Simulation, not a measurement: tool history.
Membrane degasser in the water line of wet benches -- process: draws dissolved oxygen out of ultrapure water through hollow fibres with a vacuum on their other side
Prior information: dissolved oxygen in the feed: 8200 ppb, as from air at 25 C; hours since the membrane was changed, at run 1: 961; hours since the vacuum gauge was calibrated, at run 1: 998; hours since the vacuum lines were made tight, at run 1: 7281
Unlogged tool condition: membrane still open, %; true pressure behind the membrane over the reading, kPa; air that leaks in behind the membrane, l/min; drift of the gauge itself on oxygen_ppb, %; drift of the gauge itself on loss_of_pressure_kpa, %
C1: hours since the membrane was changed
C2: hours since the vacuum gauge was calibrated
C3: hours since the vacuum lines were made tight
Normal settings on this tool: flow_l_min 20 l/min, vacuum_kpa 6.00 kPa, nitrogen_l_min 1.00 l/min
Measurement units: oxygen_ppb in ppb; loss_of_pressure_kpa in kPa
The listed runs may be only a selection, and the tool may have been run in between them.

run 1 hour=0.0 | flow_l_min=20 vacuum_kpa=6.00 nitrogen_l_min=1.00 | C1=961 C2=998 C3=7281 | oxygen_ppb=133.8 loss_of_pressure_kpa=49.34
run 2 hour=32.7 | flow_l_min=15 vacuum_kpa=6.00 nitrogen_l_min=1.00 | C1=993 C2=1031 C3=7313 | oxygen_ppb=101.5 loss_of_pressure_kpa=37.41
run 3 hour=72.2 | flow_l_min=20 vacuum_kpa=6.00 nitrogen_l_min=1.00 | C1=1033 C2=1071 C3=7353 | oxygen_ppb=133.0 loss_of_pressure_kpa=50.01
run 4 hour=105.3 | flow_l_min=20 vacuum_kpa=6.00 nitrogen_l_min=1.00 | C1=1066 C2=1104 C3=7386 | oxygen_ppb=133.9 loss_of_pressure_kpa=49.61
run 5 hour=129.3 | flow_l_min=15 vacuum_kpa=6.00 nitrogen_l_min=1.00 | C1=1090 C2=1128 C3=7410 | oxygen_ppb=101.6 loss_of_pressure_kpa=37.47
run 6 hour=149.1 | flow_l_min=15 vacuum_kpa=6.00 nitrogen_l_min=1.00 | C1=1110 C2=1147 C3=7430 | oxygen_ppb=102.7 loss_of_pressure_kpa=37.24
run 7 hour=175.2 | flow_l_min=20 vacuum_kpa=6.00 nitrogen_l_min=0.53 | C1=1136 C2=1174 C3=7456 | oxygen_ppb=219.0 loss_of_pressure_kpa=49.56
run 8 hour=217.3 | flow_l_min=20 vacuum_kpa=6.00 nitrogen_l_min=0.53 | C1=1178 C2=1216 C3=7498 | oxygen_ppb=222.0 loss_of_pressure_kpa=49.70
run 9 hour=250.5 | flow_l_min=20 vacuum_kpa=6.00 nitrogen_l_min=0.53 | C1=1211 C2=1249 C3=7531 | oxygen_ppb=221.9 loss_of_pressure_kpa=49.59
run 10 hour=295.7 | flow_l_min=29 vacuum_kpa=9.76 nitrogen_l_min=1.50 | C1=1256 C2=1294 C3=7576 | oxygen_ppb=304.5 loss_of_pressure_kpa=72.03
run 11 hour=333.6 | flow_l_min=14 vacuum_kpa=9.76 nitrogen_l_min=1.50 | C1=1294 C2=1332 C3=7614 | oxygen_ppb=152.1 loss_of_pressure_kpa=34.65
run 12 hour=375.9 | flow_l_min=25 vacuum_kpa=6.00 nitrogen_l_min=1.00 | C1=1336 C2=1374 C3=7657 | oxygen_ppb=170.1 loss_of_pressure_kpa=61.81

Selected run-to-run steps in oxygen_ppb, each split into two signed amounts: the part the tool would show with no hidden state at all (from settings, incoming material and random variation), and the remainder, which goes to the hidden state together with any gauge scatter not common to the measured and the hidden-state-free results:
Run 10 -> 11: flow_l_min 29 -> 14. oxygen_ppb -152.4 ppb: hidden state +0.7, all else -153.1.
Run 11 -> 12: flow_l_min 14 -> 25, vacuum_kpa 9.76 -> 6.00, nitrogen_l_min 1.50 -> 1.00. oxygen_ppb +18.0 ppb: hidden state -2.4, all else +20.4.
